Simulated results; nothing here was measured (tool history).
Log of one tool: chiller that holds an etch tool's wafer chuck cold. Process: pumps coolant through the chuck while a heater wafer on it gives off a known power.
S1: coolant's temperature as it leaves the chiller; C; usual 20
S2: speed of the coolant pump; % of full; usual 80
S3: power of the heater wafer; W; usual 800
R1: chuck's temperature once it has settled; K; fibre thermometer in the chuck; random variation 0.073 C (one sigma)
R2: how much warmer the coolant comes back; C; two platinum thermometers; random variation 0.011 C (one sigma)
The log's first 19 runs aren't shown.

run	hour	S1	S2	S3	R1	R2
20	1492.2	16	78	800	297.3	2.51
21	1603.9	24	99	800	303.78	1.94
22	1695.3	29	80	800	310.04	2.4
23	1740.6	29	80	657	308.63	1.97
24	1838.4	26	64	959	310.72	3.73
25	1886.6	22	80	486	300	1.35
26	1975.1	21	80	800	302.15	2.38
27	2037.7	21	80	1013	304.19	3.09
# hour 2052.1: coolant pump overhauled
28	2130.3	23	80	478	300.99	1.3
29	2178.8	23	80	478	300.86	1.27
30	2239.6	11	74	497	289.48	1.46
31	2338	11	74	497	289.46	1.47

3 ways to go on from here, each from the tool as it stands after run 31. What would each give?
A	2415.3	13	76	800	?	?
B	2415.3	11	69	497	?	?
C	2415.3	14	60	556	?	?

run	R1	R2
A	294.55	2.44
B	289.73	1.59
C	294.12	2.12
Without the tool's hidden state the same runs would have given:
run	R1	R2
A	294.54	2.76
B	289.72	1.92
C	294.11	2.45
